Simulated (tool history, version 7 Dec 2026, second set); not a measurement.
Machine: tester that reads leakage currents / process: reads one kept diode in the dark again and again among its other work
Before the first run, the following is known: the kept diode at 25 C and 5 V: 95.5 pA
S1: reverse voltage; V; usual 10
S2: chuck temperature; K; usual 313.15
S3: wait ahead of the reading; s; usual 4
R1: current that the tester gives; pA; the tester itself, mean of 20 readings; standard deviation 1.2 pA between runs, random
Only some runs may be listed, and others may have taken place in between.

run    hour   S1      S2    S3      R1
  1       0   10  313.15     4  368.19
  2      45   10  313.15  1.26  367.12
  3    90.3   10  313.15     4  364.48
  4   132.5   10  326.15     4  844.66
  5   160.2   10  313.15     4   361.9
  6   211.2  1.2  313.15     4  105.37
  7   260.6   10  313.15     4  355.59
  8   289.1   10  299.15     4  133.73
      316.9  -- chuck's temperature calibrated
  9   325.3   10  313.15     4  414.18
 10   379.3   10  313.15     4  409.24
 11   411.1   10  303.15     4  206.79
 12   464.6   10  318.15     4  563.59
 13   521.6   10  326.15     4  935.85
 14   570.4   10  326.15     4  930.22
 15   606.3   10  326.15  8.27  921.39
 16   633.2   10  313.15     4  397.06
 17     665   10  313.15     4  394.39
 18   691.9   10  313.15     4  394.15
 19   736.4   10  313.15  5.29  389.86
 20   792.7   10  313.15  0.44  394.14
 21   821.5  3.3  313.15  0.46   204.4
      870.9  -- probe card cleaned and baked
 22   876.5  3.7  295.15  0.51   59.52
 23   935.7  3.7  295.15  0.51   58.78
 24     968    3  312.15  7.33  172.53
 25  1024.5  9.9  309.15   6.2  275.05
 26    1076  1.9  315.15  4.31  160.47
 27  1113.1   10  324.15  1.54  748.42
 28  1150.4  2.2  304.15  2.74   80.06
 29  1184.8   10  320.15  6.85   569.7
 30  1232.1   10  320.15  1.75  570.64
 31  1288.7  8.1  294.15  3.74   78.64
 32  1313.9   10  313.15  0.33  360.78
 33  1349.5  6.7  319.15  1.97  416.22
 34  1396.4  2.8  297.15  0.66   53.85
     1418.5  -- chuck's temperature calibrated
 35  1457.1  1.2  326.15  0.36  285.14
 36  1514.7   10  313.15   1.3  410.86
 37  1576.6  2.3  313.15  7.32  173.52
 38  1603.8  9.5  311.15  3.89  343.58
 39    1651  1.5  321.15  3.34  228.21

Here are 4 independent what-if runs from the current tool condition. What would each one return?
  A  1682.4  14.8  313.15     4   ?
  B  1682.4  12.4  313.15  8.41   ?
  C  1682.4   1.7  307.15  0.38   ?
  D  1682.4   1.5  332.15  3.34   ?

run      R1
  A  496.16
  B   448.4
  C   96.26
  D  450.03
Stripped of hidden state, with their random variation kept, the same runs would have yielded:
run      R1
  A   516.1
  B  466.69
  C  100.51
  D  469.52
